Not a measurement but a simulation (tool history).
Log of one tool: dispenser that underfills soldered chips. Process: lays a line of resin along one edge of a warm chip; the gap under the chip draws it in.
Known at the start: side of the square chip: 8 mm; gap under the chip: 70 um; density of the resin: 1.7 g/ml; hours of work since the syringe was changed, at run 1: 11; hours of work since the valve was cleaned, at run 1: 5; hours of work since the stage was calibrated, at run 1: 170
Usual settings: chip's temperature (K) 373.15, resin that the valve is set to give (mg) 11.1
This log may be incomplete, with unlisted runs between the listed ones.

run,hour,chip's temperature (K),resin that the valve is set to give (mg),hours of work since the syringe was changed,hours of work since the valve was cleaned,hours of work since the stage was calibrated,time until the resin shows at the far edge (s),resin that the valve gave (mg)
1,0,373.15,11.1,11,5,170,51.7,11.09
# hour 2: new syringe of resin
2,4.8,376.15,11.1,2,8,174,27.1,11.03
3,7.4,376.15,11.1,4,10,176,29.9,11.02
4,12,376.15,11.1,8,14,179,38.6,11.03
5,15.9,376.15,11.1,11,17,182,45.2,11.01
# hour 17.4: new syringe of resin
6,21.4,366.15,11.1,3,21,186,41.7,10.99
7,24.1,374.15,11.1,5,23,189,35.5,11
8,30.2,377.15,11.1,10,28,193,42,10.95
# hour 32.9: new syringe of resin
9,36.5,377.15,11.1,3,33,198,25.7,10.9
10,42.5,377.15,11.1,8,38,203,35.5,10.89
11,46.2,373.15,10.7,10,41,206,50.5,10.49
# hour 48.2: new syringe of resin
12,52.7,373.15,10.7,3,46,211,33,10.48
13,55.9,373.15,10.7,6,48,213,38.1,10.48
14,60.6,387.15,11.1,10,52,217,28.4,10.82
# hour 63.7: new syringe of resin
15,64.1,387.15,11.1,0,54,220,15.8,10.82
16,69.4,375.15,11.1,4,58,224,32.4,10.78
17,73.8,373.15,11.1,8,62,227,42.6,10.77
18,77.3,373.15,11.1,11,65,230,52.2,10.77
# hour 78.9: new syringe of resin
19,83.2,373.15,11.1,3,69,234,33.2,10.71
20,86,373.15,11.1,6,71,237,37,10.7
21,90.2,376.15,13.9,9,75,240,39.9,13.4
# hour 94.1: new syringe of resin
# hour 96.6: dispensing valve cleaned and set on the balance
22,97.6,376.15,13.9,2,1,245,24.9,13.94
23,103.6,376.15,13.9,7,6,249,34.7,13.9
24,109.4,364.15,10.5,11,10,254,80.2,10.47
# hour 110.4: new syringe of resin
25,113.1,373.15,9.7,2,13,257,31,9.67
26,115.8,380.15,11.2,4,15,259,26.2,11.16
27,119.5,374.15,9.9,7,18,262,41.1,9.82
# hour 125.7: new syringe of resin
28,125.9,374.15,9.9,0,23,267,25.1,9.81
29,130.2,382.15,13.9,4,26,270,22.3,13.77
30,134.5,382.15,12.5,7,29,273,27.3,12.38
31,139.8,360.15,12.1,11,34,278,90.2,11.94
# hour 141: new syringe of resin
32,145.2,360.15,12.1,3,38,282,55.8,11.88
33,149.9,360.15,10.7,7,41,285,72,10.56
34,152.7,360.15,10.7,9,44,288,83.6,10.52
# hour 156.5: new syringe of resin
35,159.4,384.15,11.7,2,49,293,19.7,11.47
36,163,373.15,13.1,5,52,295,36.2,12.83

For each entry between runs, how does the tool's hidden state at the last listed run before it compare with that at the first listed run after it?
Logged between run 1 and run 2: new syringe of resin (hour 2)
  resin's viscosity, % of fresh resin's: 196.3 -> 115.9; dose that the valve gives, % of what is set: 99.78 -> 99.61; true chip temperature over the reading, C: -1.31 -> -1.34
  difference, measured minus the result without the unlogged condition, time until the resin shows at the far edge (s): +26.4 -> +4.9; resin that the valve gave (mg): -0.02 -> -0.05
Logged between run 5 and run 6: new syringe of resin (hour 17.4)
  resin's viscosity, % of fresh resin's: 201.3 -> 122.3; dose that the valve gives, % of what is set: 99.22 -> 99.02; true chip temperature over the reading, C: -1.39 -> -1.42
  difference, measured minus the result without the unlogged condition, time until the resin shows at the far edge (s): +24.3 -> +9.7; resin that the valve gave (mg): -0.09 -> -0.11
Logged between run 8 and run 9: new syringe of resin (hour 32.9)
  resin's viscosity, % of fresh resin's: 189.9 -> 118.7; dose that the valve gives, % of what is set: 98.69 -> 98.46; true chip temperature over the reading, C: -1.47 -> -1.5
  difference, measured minus the result without the unlogged condition, time until the resin shows at the far edge (s): +21.2 -> +5.5; resin that the valve gave (mg): -0.15 -> -0.17
Logged between run 11 and run 12: new syringe of resin (hour 48.2)
  resin's viscosity, % of fresh resin's: 193.3 -> 126; dose that the valve gives, % of what is set: 98.08 -> 97.84; true chip temperature over the reading, C: -1.55 -> -1.58
  difference, measured minus the result without the unlogged condition, time until the resin shows at the far edge (s): +26.2 -> +8.5; resin that the valve gave (mg): -0.21 -> -0.23
Logged between run 14 and run 15: new syringe of resin (hour 63.7)
  resin's viscosity, % of fresh resin's: 187.3 -> 102.5; dose that the valve gives, % of what is set: 97.54 -> 97.4; true chip temperature over the reading, C: -1.62 -> -1.63
  difference, measured minus the result without the unlogged condition, time until the resin shows at the far edge (s): +14 -> +1.4; resin that the valve gave (mg): -0.27 -> -0.29
Logged between run 18 and run 19: new syringe of resin (hour 78.9)
  resin's viscosity, % of fresh resin's: 197.7 -> 124.2; dose that the valve gives, % of what is set: 96.89 -> 96.69; true chip temperature over the reading, C: -1.7 -> -1.73
  difference, measured minus the result without the unlogged condition, time until the resin shows at the far edge (s): +27.8 -> +8.4; resin that the valve gave (mg): -0.34 -> -0.36
Logged between run 21 and run 22: new syringe of resin (hour 94.1); dispensing valve cleaned and set on the balance (hour 96.6)
  resin's viscosity, % of fresh resin's: 176 -> 113.7; dose that the valve gives, % of what is set: 96.42 -> 100.19; true chip temperature over the reading, C: -1.77 -> -1.8
  difference, measured minus the result without the unlogged condition, time until the resin shows at the far edge (s): +18.8 -> +4.7; resin that the valve gave (mg): -0.5 -> +0.03
Logged between run 24 and run 25: new syringe of resin (hour 110.4)
  resin's viscosity, % of fresh resin's: 204.9 -> 114.2; dose that the valve gives, % of what is set: 99.76 -> 99.62; true chip temperature over the reading, C: -1.86 -> -1.88
  difference, measured minus the result without the unlogged condition, time until the resin shows at the far edge (s): +44 -> +5.9; resin that the valve gave (mg): -0.03 -> -0.04
Logged between run 27 and run 28: new syringe of resin (hour 125.7)
  resin's viscosity, % of fresh resin's: 157.4 -> 99.3; dose that the valve gives, % of what is set: 99.39 -> 99.18; true chip temperature over the reading, C: -1.91 -> -1.94
  difference, measured minus the result without the unlogged condition, time until the resin shows at the far edge (s): +16.9 -> +1.9; resin that the valve gave (mg): -0.06 -> -0.08
Logged between run 31 and run 32: new syringe of resin (hour 141)
  resin's viscosity, % of fresh resin's: 199.4 -> 123.2; dose that the valve gives, % of what is set: 98.65 -> 98.48; true chip temperature over the reading, C: -2.01 -> -2.04
  difference, measured minus the result without the unlogged condition, time until the resin shows at the far edge (s): +48.6 -> +14.4; resin that the valve gave (mg): -0.17 -> -0.18
Logged between run 34 and run 35: new syringe of resin (hour 156.5)
  resin's viscosity, % of fresh resin's: 179.8 -> 118.4; dose that the valve gives, % of what is set: 98.19 -> 97.95; true chip temperature over the reading, C: -2.08 -> -2.12
  difference, measured minus the result without the unlogged condition, time until the resin shows at the far edge (s): +41.5 -> +4.5; resin that the valve gave (mg): -0.19 -> -0.24
